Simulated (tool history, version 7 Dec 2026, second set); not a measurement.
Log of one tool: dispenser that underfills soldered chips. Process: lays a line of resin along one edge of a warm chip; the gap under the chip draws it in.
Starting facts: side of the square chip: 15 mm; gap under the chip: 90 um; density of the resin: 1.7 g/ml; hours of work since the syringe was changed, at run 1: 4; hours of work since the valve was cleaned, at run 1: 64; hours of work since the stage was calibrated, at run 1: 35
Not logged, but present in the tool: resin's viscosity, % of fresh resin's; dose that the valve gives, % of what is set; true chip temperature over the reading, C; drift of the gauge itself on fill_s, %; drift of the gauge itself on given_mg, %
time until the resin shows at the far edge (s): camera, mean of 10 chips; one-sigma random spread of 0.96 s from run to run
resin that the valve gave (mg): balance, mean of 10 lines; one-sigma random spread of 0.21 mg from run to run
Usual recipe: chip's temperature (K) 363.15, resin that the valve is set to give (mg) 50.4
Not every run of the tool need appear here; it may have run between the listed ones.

run	hour	chip's temperature (K)	resin that the valve is set to give (mg)	hours of work since the syringe was changed	hours of work since the valve was cleaned	hours of work since the stage was calibrated	time until the resin shows at the far edge (s)	resin that the valve gave (mg)
1	0.0	363.15	50.4	4	64	35	108.6	47.51
# hour 6.0: new syringe of resin
2	6.0	363.15	50.4	0	68	39	91.2	47.42
# hour 8.0: dispensing valve cleaned and set on the balance
3	9.9	363.15	50.4	2	1	41	98.9	49.86
4	15.3	363.15	50.4	6	5	45	118.0	49.92
# hour 18.4: new syringe of resin
5	20.1	367.15	50.4	1	8	48	79.1	50.00
6	24.5	367.15	50.4	4	11	51	91.5	50.01
7	28.5	363.15	50.4	7	14	54	125.0	49.64
# hour 30.0: new syringe of resin
8	31.4	363.15	50.4	1	16	56	94.4	49.83
9	36.1	363.15	50.4	4	19	59	109.1	49.53
10	39.3	363.15	50.4	7	22	62	120.6	49.56
# hour 41.7: new syringe of resin
11	42.1	363.15	50.4	0	23	63	91.3	48.86
12	46.7	362.15	50.4	3	27	67	108.3	49.44
13	50.4	362.15	50.4	6	29	69	121.4	48.83
# hour 53.3: new syringe of resin
14	53.3	363.15	53.2	0	31	71	87.8	51.37
15	57.8	363.15	50.4	3	34	74	102.4	48.91
16	62.9	363.15	64.2	7	38	78	114.2	62.03
# hour 64.8: new syringe of resin
17	65.7	363.15	49.3	1	40	80	98.0	47.68
18	70.4	363.15	49.3	4	43	83	112.3	47.08
19	73.0	363.15	49.3	6	45	85	116.7	47.33
# hour 76.4: new syringe of resin
20	77.0	363.15	60.0	0	47	87	92.2	57.15
21	82.2	373.15	47.1	4	51	91	73.9	44.98
22	87.5	361.15	50.8	8	55	95	141.2	48.29
# hour 88.1: new syringe of resin
23	92.3	364.15	63.2	3	58	98	93.1	59.70
24	96.1	377.15	49.0	6	61	101	65.0	46.39
# hour 99.7: new syringe of resin
25	99.7	377.15	48.6	0	63	103	50.2	45.69
26	104.1	377.15	48.6	3	66	106	57.6	45.60
# hour 108.1: dispensing valve cleaned and set on the balance
27	109.2	359.15	62.2	6	1	109	133.6	62.06
28	111.8	364.15	47.1	8	3	111	120.5	47.12
# hour 112.6: new syringe of resin
29	114.7	358.15	56.8	1	4	113	115.2	56.50
30	119.2	372.15	56.4	5	8	116	72.9	55.76
31	123.2	372.15	56.4	8	11	119	84.7	55.49
# hour 124.1: new syringe of resin
32	127.4	374.15	51.0	2	13	122	63.4	50.37
33	130.5	367.15	58.8	4	15	124	91.0	57.81
34	134.7	367.15	58.8	7	18	127	104.0	57.78
# hour 135.8: new syringe of resin
35	137.8	365.15	44.9	1	20	129	92.8	44.25
36	142.0	365.15	44.9	4	23	132	102.9	43.80

Selected run-to-run steps in time until the resin shows at the far edge (s), each split into two signed amounts: the part the tool would show with no hidden state at all (from settings, incoming material and random variation), and the remainder, which goes to the hidden state together with any gauge scatter not common to the measured and the hidden-state-free results:
Run 10 -> 11: new syringe of resin. time until the resin shows at the far edge (s) -29.3: hidden state -30.1, all else +0.8.
Run 13 -> 14: chip's temperature (K) 362.15 -> 363.15, resin that the valve is set to give (mg) 50.4 -> 53.2, new syringe of resin. time until the resin shows at the far edge (s) -33.6: hidden state -30.1, all else -3.5.
Run 21 -> 22: chip's temperature (K) 373.15 -> 361.15, resin that the valve is set to give (mg) 47.1 -> 50.8. time until the resin shows at the far edge (s) +67.3: hidden state +28.5, all else +38.8.
Run 22 -> 23: chip's temperature (K) 361.15 -> 364.15, resin that the valve is set to give (mg) 50.8 -> 63.2, new syringe of resin. time until the resin shows at the far edge (s) -48.1: hidden state -32.4, all else -15.7.
Run 26 -> 27: chip's temperature (K) 377.15 -> 359.15, resin that the valve is set to give (mg) 48.6 -> 62.2, dispensing valve cleaned and set on the balance. time until the resin shows at the far edge (s) +76.0: hidden state +21.0, all else +55.0.
